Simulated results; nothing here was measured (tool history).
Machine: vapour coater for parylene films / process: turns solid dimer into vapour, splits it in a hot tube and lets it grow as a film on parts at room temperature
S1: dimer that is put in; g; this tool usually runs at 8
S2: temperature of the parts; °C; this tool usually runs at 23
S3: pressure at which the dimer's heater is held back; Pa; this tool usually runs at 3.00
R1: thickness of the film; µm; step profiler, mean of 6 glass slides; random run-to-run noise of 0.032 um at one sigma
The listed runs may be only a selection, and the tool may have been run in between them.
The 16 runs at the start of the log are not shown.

| run | hour | S1 | S2 | S3 | R1 |
|---|---|---|---|---|---|
| 17 | 814.1 | 8 | 23 | 9.03 | 2.49 |
| 18 | 852.1 | 8 | 24 | 3.11 | 2.99 |
| 19 | 915.3 | 11 | 32 | 9.24 | 2.27 |
| 20 | 953.0 | 11 | 32 | 9.24 | 2.26 |
| 21 | 996.4 | 7 | 22 | 11.85 | 2.18 |
| 22 | 1029.6 | 11 | 35 | 3.00 | 2.51 |
| 23 | 1079.1 | 11 | 35 | 3.00 | 2.47 |
|  | 1090.6 | trap's valve overhauled |
| 24 | 1119.5 | 11 | 26 | 3.50 | 3.64 |
| 25 | 1163.8 | 8 | 33 | 3.00 | 2.00 |
| 26 | 1227.6 | 8 | 33 | 3.00 | 2.02 |
| 27 | 1286.4 | 5 | 33 | 8.83 | 1.01 |
| 28 | 1325.3 | 3 | 18 | 7.61 | 1.24 |
| 29 | 1367.7 | 3 | 18 | 7.61 | 1.21 |
| 30 | 1412.5 | 5 | 19 | 3.26 | 2.21 |
| 31 | 1473.0 | 8 | 31 | 3.99 | 2.08 |
| 32 | 1505.1 | 8 | 33 | 3.80 | 1.93 |
| 33 | 1546.9 | 8 | 33 | 3.80 | 1.93 |

Branching from run 33: 5 alternative next runs. What would each branch give?
| A | 1586.8 | 8 | 29 | 3.80 | ? |
| B | 1586.8 | 8 | 23 | 6.18 | ? |
| C | 1586.8 | 8 | 33 | 11.70 | ? |
| D | 1586.8 | 8 | 33 | 4.67 | ? |
| E | 1586.8 | 10 | 17 | 6.01 | ? |

| run | R1 |
|---|---|
| A | 2.30 |
| B | 2.70 |
| C | 1.54 |
| D | 1.86 |
| E | 4.44 |
With the hidden condition removed and each run's random variation left untouched, the same runs would have given:
| run | R1 |
|---|---|
| A | 2.32 |
| B | 2.73 |
| C | 1.55 |
| D | 1.88 |
| E | 4.46 |
